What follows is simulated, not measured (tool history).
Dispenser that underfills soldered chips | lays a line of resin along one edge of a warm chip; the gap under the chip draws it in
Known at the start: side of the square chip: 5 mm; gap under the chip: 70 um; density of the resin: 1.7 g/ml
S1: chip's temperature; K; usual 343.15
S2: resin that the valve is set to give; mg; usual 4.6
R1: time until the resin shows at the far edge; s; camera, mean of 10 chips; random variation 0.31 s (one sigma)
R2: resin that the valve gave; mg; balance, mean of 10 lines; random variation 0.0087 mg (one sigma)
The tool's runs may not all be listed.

run	hour	S1	S2	R1	R2
1	0	343.15	4.6	13.1	4.577
# hour 3.5: new syringe of resin
2	5.9	343.15	4.6	10.9	4.586
3	11.9	343.15	4.6	13	4.568
# hour 14: new syringe of resin
4	15.9	343.15	4.05	9.8	4
5	22.4	343.15	4.05	13.6	3.996
# hour 24.6: new syringe of resin
6	27.9	343.15	4.6	10.2	4.532
7	32.9	329.15	5.23	20.7	5.123
# hour 35.2: new syringe of resin
8	36.2	329.15	5.23	14.5	5.134
9	40.2	344.15	5.12	11	5.005
# hour 46: new syringe of resin
10	46.2	358.15	4.6	5.3	4.507
11	52.2	349.15	4.44	10.3	4.321

Forecast each of these 5 alternatives for the next run:
# hour 56.8: new syringe of resin
A	58.4	349.15	5.01	?	?
# hour 56.8: new syringe of resin
B	58.4	343.15	5.65	?	?
# hour 56.8: new syringe of resin
C	58.4	343.15	4.82	?	?
# hour 56.8: new syringe of resin
D	58.4	347.15	5.11	?	?
# hour 56.8: new syringe of resin
E	58.4	331.15	4.99	?	?

run	R1	R2
A	8	4.873
B	9.8	5.48
C	9.8	4.663
D	8.7	4.963
E	14.8	4.849
Without the tool's hidden state the same runs would have given:
run	R1	R2
A	7	5.021
B	8.6	5.647
C	8.6	4.806
D	7.7	5.115
E	12.9	4.996
